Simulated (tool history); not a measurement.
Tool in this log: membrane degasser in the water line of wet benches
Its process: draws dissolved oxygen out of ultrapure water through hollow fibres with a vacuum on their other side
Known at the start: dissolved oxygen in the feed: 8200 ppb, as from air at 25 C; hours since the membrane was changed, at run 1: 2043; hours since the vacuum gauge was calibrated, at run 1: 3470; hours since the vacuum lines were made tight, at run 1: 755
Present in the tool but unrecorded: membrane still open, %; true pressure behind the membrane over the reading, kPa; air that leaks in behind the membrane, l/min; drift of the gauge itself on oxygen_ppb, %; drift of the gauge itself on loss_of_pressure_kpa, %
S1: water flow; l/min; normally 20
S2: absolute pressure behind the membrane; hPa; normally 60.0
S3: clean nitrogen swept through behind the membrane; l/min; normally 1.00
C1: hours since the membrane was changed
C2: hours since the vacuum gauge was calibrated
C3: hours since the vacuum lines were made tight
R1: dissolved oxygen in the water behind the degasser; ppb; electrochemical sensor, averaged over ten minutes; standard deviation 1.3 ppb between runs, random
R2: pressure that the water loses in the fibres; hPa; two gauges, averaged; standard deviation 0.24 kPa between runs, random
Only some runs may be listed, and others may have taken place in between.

run    hour  S1     S2    S3    C1    C2    C3     R1     R2
  1     0.0  20   60.0  1.00  2043  3470   755  143.3  638.8
  2    63.1  28   60.0  1.00  2106  3533   818  215.3  896.4
  3   128.1  28   77.7  1.00  2171  3598   883  320.3  896.1
  4   191.1  20   60.0  0.73  2234  3661   946  190.2  643.3
  5   227.7  20   60.0  0.73  2271  3698   982  182.5  641.1
  6   272.9  20   60.0  0.73  2316  3743  1028  188.4  640.8
  7   320.3  20   60.0  1.03  2363  3790  1075  140.7  642.7
  8   366.7  17   60.0  1.00  2410  3837  1121  122.8  544.8
  9   402.8  17   60.0  1.00  2446  3873  1157  123.8  547.0
 10   435.9  17   60.0  1.00  2479  3906  1190  121.5  544.0
 11   499.0  17   60.0  1.00  2542  3969  1254  121.8  546.6
 12   562.6  17   60.0  1.00  2606  4033  1317  122.6  546.3
 13   593.2  17   60.0  1.00  2636  4063  1348  125.4  547.2
 14   628.8  17   60.0  1.00  2672  4099  1383  123.3  549.2
 15   677.2  17   60.0  1.00  2720  4147  1432  121.5  547.6
 16   743.0  17   60.0  1.00  2786  4213  1498  123.9  546.0
 17   781.2  20   36.8  0.43  2824  4251  1536   83.0  643.2
 18   841.1  18   60.0  0.46  2884  4311  1596  247.6  582.4
 19   889.2  18   60.0  0.46  2932  4359  1644  243.7  580.1
 20   953.1  17  147.8  1.71  2996  4423  1708  276.9  549.2
 21  1014.0  15   60.0  1.59  3057  4484  1769   71.6  485.6
 22  1072.3  15  114.0  1.59  3115  4542  1827  191.8  487.0
 23  1115.8  20   60.0  0.68  3159  4586  1870  201.8  647.0
 24  1172.3  30  111.3  1.00  3215  4642  1927  551.8  966.6
 25  1208.0  23   73.3  0.95  3251  4678  1963  246.6  738.6
 26  1264.7  12   87.7  0.52  3308  4735  2019  292.6  385.4
 27  1301.3  12   87.7  0.52  3344  4771  2056  302.5  390.6
 28  1331.2  12   87.7  0.52  3374  4801  2086  300.1  387.8
 29  1391.0  25   71.1  1.75  3434  4861  2146  164.3  811.4
 30  1446.5  25   71.1  1.75  3489  4917  2201  166.3  811.0
 31  1497.0  25  133.6  1.75  3540  4967  2252  363.6  805.7
 32  1531.1  26   82.2  2.16  3574  5001  2286  183.7  840.8

Alternative continuations, all from the tool just after run 32; predict every row:
  A  1585.2  26   60.0  2.16  3628  5055  2340   ?   ?
  B  1585.2  20   60.0  1.12  3628  5055  2340   ?   ?
  C  1585.2  20  130.4  1.00  3628  5055  2340   ?   ?
  D  1585.2  20   60.0  1.69  3628  5055  2340   ?   ?

run     R1     R2
  A  122.0  838.7
  B  136.0  647.7
  C  452.1  649.6
  D   98.9  647.3
With the hidden condition removed and each run's random variation left untouched, the same runs would have given:
run     R1     R2
  A  105.1  814.3
  B  117.3  628.9
  C  431.6  630.7
  D   85.0  628.5
